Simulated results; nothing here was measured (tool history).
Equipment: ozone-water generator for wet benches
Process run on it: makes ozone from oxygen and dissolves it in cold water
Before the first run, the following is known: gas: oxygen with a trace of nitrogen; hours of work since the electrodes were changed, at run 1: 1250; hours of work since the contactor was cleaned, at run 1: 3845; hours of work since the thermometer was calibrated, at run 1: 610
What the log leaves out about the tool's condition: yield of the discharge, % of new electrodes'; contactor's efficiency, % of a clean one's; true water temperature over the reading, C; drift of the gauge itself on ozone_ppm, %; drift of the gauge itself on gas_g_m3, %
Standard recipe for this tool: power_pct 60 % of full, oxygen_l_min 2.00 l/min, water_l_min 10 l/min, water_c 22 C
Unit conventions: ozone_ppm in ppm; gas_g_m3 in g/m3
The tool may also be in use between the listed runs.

| run | hour | power_pct | oxygen_l_min | water_l_min | water_c | hours of work since the electrodes were changed | hours of work since the contactor was cleaned | hours of work since the thermometer was calibrated | ozone_ppm | gas_g_m3 |
|---|---|---|---|---|---|---|---|---|---|---|
| 1 | 0.0 | 60 | 2.00 | 10 | 22 | 1250 | 3845 | 610 | 23.0 | 239.8 |
| 2 | 65.9 | 60 | 2.00 | 10 | 22 | 1293 | 3888 | 653 | 22.8 | 239.6 |
| 3 | 187.4 | 60 | 2.00 | 10 | 22 | 1373 | 3969 | 733 | 22.9 | 239.2 |
| 4 | 253.6 | 60 | 2.00 | 10 | 22 | 1417 | 4012 | 777 | 22.6 | 241.8 |
| 5 | 348.5 | 60 | 1.98 | 10 | 22 | 1480 | 4075 | 840 | 23.1 | 240.2 |
| 6 | 464.1 | 60 | 1.98 | 10 | 22 | 1556 | 4151 | 916 | 23.1 | 241.4 |
| 7 | 565.8 | 60 | 1.98 | 10 | 22 | 1623 | 4218 | 983 | 22.8 | 240.4 |
| 8 | 664.1 | 60 | 1.98 | 9 | 22 | 1688 | 4283 | 1048 | 24.7 | 239.0 |
| 9 | 771.7 | 60 | 1.98 | 9 | 22 | 1759 | 4354 | 1119 | 24.8 | 238.5 |
| 10 | 856.7 | 60 | 1.98 | 9 | 22 | 1815 | 4410 | 1175 | 24.7 | 239.4 |
| 11 | 984.4 | 60 | 1.98 | 9 | 22 | 1899 | 4494 | 1259 | 24.3 | 239.1 |
| 12 | 1075.4 | 68 | 2.47 | 9 | 16 | 1959 | 4554 | 1319 | 29.4 | 231.1 |
| 13 | 1173.8 | 41 | 2.47 | 8 | 21 | 2024 | 4619 | 1384 | 20.6 | 163.0 |
| 14 | 1307.4 | 60 | 1.36 | 10 | 21 | 2112 | 4707 | 1472 | 21.9 | 292.1 |
| 15 | 1395.6 | 88 | 2.47 | 10 | 22 | 2170 | 4766 | 1530 | 29.7 | 276.2 |
| 16 | 1474.5 | 88 | 2.00 | 8 | 25 | 2222 | 4818 | 1583 | 33.2 | 307.5 |
| 17 | 1535.9 | 88 | 2.00 | 8 | 25 | 2263 | 4858 | 1623 | 33.4 | 307.4 |
| 18 | 1643.1 | 60 | 1.41 | 9 | 22 | 2334 | 4929 | 1694 | 23.9 | 284.9 |
| 19 | 1767.6 | 60 | 1.16 | 8 | 26 | 2416 | 5011 | 1776 | 24.5 | 318.2 |
| 20 | 1826.2 | 60 | 1.31 | 10 | 16 | 2454 | 5050 | 1815 | 22.9 | 296.7 |
| 21 | 1931.9 | 40 | 1.74 | 7 | 21 | 2524 | 5119 | 1884 | 22.2 | 192.5 |

Alternative continuations, all from the tool just after run 21; predict every row:
| A | 2030.1 | 95 | 1.66 | 7 | 21 | 2589 | 5184 | 1949 | ? | ? |
| B | 2030.1 | 74 | 1.34 | 7 | 27 | 2589 | 5184 | 1949 | ? | ? |
| C | 2030.1 | 40 | 1.74 | 12 | 21 | 2589 | 5184 | 1949 | ? | ? |

| run | ozone_ppm | gas_g_m3 |
|---|---|---|
| A | 40.3 | 359.6 |
| B | 31.1 | 338.7 |
| C | 14.5 | 191.8 |
What these runs would have given with no unlogged condition in the tool:
| run | ozone_ppm | gas_g_m3 |
|---|---|---|
| A | 43.4 | 375.0 |
| B | 33.3 | 351.1 |
| C | 15.4 | 195.9 |

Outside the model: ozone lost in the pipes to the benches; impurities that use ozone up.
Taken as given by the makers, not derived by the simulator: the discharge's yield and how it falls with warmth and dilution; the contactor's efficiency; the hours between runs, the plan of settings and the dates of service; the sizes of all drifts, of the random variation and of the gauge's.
